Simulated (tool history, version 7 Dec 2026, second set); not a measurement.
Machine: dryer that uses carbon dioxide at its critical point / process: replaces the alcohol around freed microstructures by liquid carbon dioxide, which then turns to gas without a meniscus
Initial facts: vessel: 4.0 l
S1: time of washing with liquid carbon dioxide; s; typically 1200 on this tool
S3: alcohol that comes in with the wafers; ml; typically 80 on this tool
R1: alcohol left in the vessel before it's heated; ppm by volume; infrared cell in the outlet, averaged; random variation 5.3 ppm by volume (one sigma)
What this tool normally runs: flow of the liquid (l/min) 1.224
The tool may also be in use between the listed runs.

run 1 hour=0.0 | S1=1200 flow_of_the_liquid_(l/min)=1.224 S3=80 | R1=203
run 2 hour=21.3 | S1=1200 flow_of_the_liquid_(l/min)=1.224 S3=80 | R1=199
run 3 hour=43.2 | S1=1200 flow_of_the_liquid_(l/min)=0.890 S3=80 | R1=639
run 4 hour=66.2 | S1=1200 flow_of_the_liquid_(l/min)=1.224 S3=80 | R1=206
run 5 hour=86.9 | S1=1200 flow_of_the_liquid_(l/min)=1.224 S3=80 | R1=219
run 6 hour=123.5 | S1=1200 flow_of_the_liquid_(l/min)=1.224 S3=80 | R1=214
run 7 hour=141.9 | S1=1200 flow_of_the_liquid_(l/min)=1.224 S3=80 | R1=211
run 8 hour=164.9 | S1=1080 flow_of_the_liquid_(l/min)=1.224 S3=80 | R1=323
run 9 hour=202.3 | S1=1080 flow_of_the_liquid_(l/min)=1.224 S3=80 | R1=324
run 10 hour=240.9 | S1=1080 flow_of_the_liquid_(l/min)=0.870 S3=80 | R1=1019
run 11 hour=277.2 | S1=1200 flow_of_the_liquid_(l/min)=1.224 S3=47 | R1=162
run 12 hour=309.6 | S1=1200 flow_of_the_liquid_(l/min)=1.224 S3=47 | R1=171
run 13 hour=329.1 | S1=1200 flow_of_the_liquid_(l/min)=1.224 S3=47 | R1=159
run 14 hour=363.1 | S1=1200 flow_of_the_liquid_(l/min)=1.224 S3=47 | R1=178
run 15 hour=393.6 | S1=1200 flow_of_the_liquid_(l/min)=0.980 S3=80 | R1=562
run 16 hour=427.3 | S1=1200 flow_of_the_liquid_(l/min)=1.224 S3=80 | R1=254
run 17 hour=464.8 | S1=1200 flow_of_the_liquid_(l/min)=1.224 S3=80 | R1=264
run 18 hour=489.3 | S1=1200 flow_of_the_liquid_(l/min)=1.224 S3=80 | R1=259
run 19 hour=525.4 | S1=1200 flow_of_the_liquid_(l/min)=1.940 S3=80 | R1=89
run 20 hour=545.5 | S1=1200 flow_of_the_liquid_(l/min)=1.940 S3=80 | R1=90
run 21 hour=578.4 | S1=1200 flow_of_the_liquid_(l/min)=1.224 S3=71 | R1=272
-- hour=599.6 inlet filter changed
run 22 hour=618.0 | S1=1200 flow_of_the_liquid_(l/min)=1.224 S3=79 | R1=185
run 23 hour=641.7 | S1=1200 flow_of_the_liquid_(l/min)=1.224 S3=79 | R1=179
run 24 hour=666.3 | S1=1200 flow_of_the_liquid_(l/min)=1.350 S3=80 | R1=145
-- hour=672.8 purifier's bed changed
run 25 hour=700.9 | S1=1200 flow_of_the_liquid_(l/min)=1.350 S3=80 | R1=57
run 26 hour=741.6 | S1=1200 flow_of_the_liquid_(l/min)=1.100 S3=80 | R1=207
run 27 hour=760.8 | S1=1380 flow_of_the_liquid_(l/min)=0.920 S3=107 | R1=328
run 28 hour=780.2 | S1=1560 flow_of_the_liquid_(l/min)=1.480 S3=107 | R1=22
run 29 hour=816.1 | S1=1560 flow_of_the_liquid_(l/min)=1.480 S3=107 | R1=23
run 30 hour=844.8 | S1=720 flow_of_the_liquid_(l/min)=1.040 S3=80 | R1=1520
run 31 hour=885.8 | S1=780 flow_of_the_liquid_(l/min)=1.040 S3=80 | R1=1258
run 32 hour=918.8 | S1=1080 flow_of_the_liquid_(l/min)=1.100 S3=32 | R1=167
run 33 hour=951.6 | S1=1800 flow_of_the_liquid_(l/min)=0.910 S3=32 | R1=57
run 34 hour=981.8 | S1=1860 flow_of_the_liquid_(l/min)=1.350 S3=95 | R1=22
run 35 hour=999.0 | S1=1860 flow_of_the_liquid_(l/min)=1.350 S3=95 | R1=14
run 36 hour=1026.6 | S1=1860 flow_of_the_liquid_(l/min)=1.350 S3=95 | R1=31
run 37 hour=1065.6 | S1=1860 flow_of_the_liquid_(l/min)=1.350 S3=42 | R1=14
run 38 hour=1099.6 | S1=1860 flow_of_the_liquid_(l/min)=1.350 S3=42 | R1=26
run 39 hour=1122.3 | S1=1860 flow_of_the_liquid_(l/min)=1.350 S3=42 | R1=22
run 40 hour=1139.9 | S1=960 flow_of_the_liquid_(l/min)=0.920 S3=80 | R1=1123
run 41 hour=1162.7 | S1=960 flow_of_the_liquid_(l/min)=0.920 S3=23 | R1=332
run 42 hour=1200.6 | S1=1260 flow_of_the_liquid_(l/min)=1.170 S3=39 | R1=104
run 43 hour=1227.6 | S1=1260 flow_of_the_liquid_(l/min)=1.170 S3=39 | R1=107
run 44 hour=1260.3 | S1=900 flow_of_the_liquid_(l/min)=0.850 S3=80 | R1=1724
run 45 hour=1284.0 | S1=720 flow_of_the_liquid_(l/min)=0.920 S3=109 | R1=3240
run 46 hour=1320.4 | S1=720 flow_of_the_liquid_(l/min)=0.920 S3=109 | R1=3257
run 47 hour=1348.8 | S1=720 flow_of_the_liquid_(l/min)=0.920 S3=109 | R1=3227

Predict each of these 4 candidate next runs independently; none follows another, all start after run 47:
run A hour=1385.9 | S1=1020 flow_of_the_liquid_(l/min)=1.320 S3=113 | R1=?
run B hour=1385.9 | S1=1380 flow_of_the_liquid_(l/min)=1.590 S3=81 | R1=?
run C hour=1385.9 | S1=960 flow_of_the_liquid_(l/min)=1.080 S3=59 | R1=?
run D hour=1385.9 | S1=1020 flow_of_the_liquid_(l/min)=0.990 S3=70 | R1=?

run=A R1=417
run=B R1=49
run=C R1=543
run=D R1=713
Take away the tool's hidden state, keep each run's random variation, and the runs would have read:
run=A R1=234
run=B R1=11
run=C R1=350
run=D R1=469
